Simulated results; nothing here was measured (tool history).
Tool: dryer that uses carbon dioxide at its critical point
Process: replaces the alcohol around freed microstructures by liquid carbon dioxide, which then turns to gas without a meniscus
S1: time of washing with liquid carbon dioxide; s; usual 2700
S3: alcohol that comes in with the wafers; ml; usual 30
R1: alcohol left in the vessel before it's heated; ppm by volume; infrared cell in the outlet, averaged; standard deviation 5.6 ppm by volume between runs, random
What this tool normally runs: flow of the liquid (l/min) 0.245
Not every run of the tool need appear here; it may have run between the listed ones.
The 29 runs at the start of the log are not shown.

run 30 hour=269.0 | S1=1980 flow_of_the_liquid_(l/min)=0.222 S3=72 | R1=2471
run 31 hour=278.6 | S1=2280 flow_of_the_liquid_(l/min)=0.184 S3=30 | R1=1182
run 32 hour=285.2 | S1=2280 flow_of_the_liquid_(l/min)=0.184 S3=30 | R1=1168
run 33 hour=296.7 | S1=2280 flow_of_the_liquid_(l/min)=0.184 S3=46 | R1=1811
run 34 hour=304.4 | S1=2700 flow_of_the_liquid_(l/min)=0.280 S3=36 | R1=228
run 35 hour=317.8 | S1=2700 flow_of_the_liquid_(l/min)=0.280 S3=36 | R1=239
run 36 hour=326.5 | S1=2700 flow_of_the_liquid_(l/min)=0.280 S3=36 | R1=231
run 37 hour=339.2 | S1=4200 flow_of_the_liquid_(l/min)=0.245 S3=111 | R1=161

Alternative continuations, all from the tool just after run 37; predict every row:
run A hour=346.3 | S1=2100 flow_of_the_liquid_(l/min)=0.212 S3=29 | R1=?
run B hour=346.3 | S1=2700 flow_of_the_liquid_(l/min)=0.325 S3=66 | R1=?
run C hour=346.3 | S1=2880 flow_of_the_liquid_(l/min)=0.260 S3=26 | R1=?
run D hour=346.3 | S1=2700 flow_of_the_liquid_(l/min)=0.367 S3=55 | R1=?

run=A R1=1032
run=B R1=216
run=C R1=181
run=D R1=117
Without the tool's hidden state the same runs would have given:
run=A R1=689
run=B R1=85
run=C R1=81
run=D R1=37
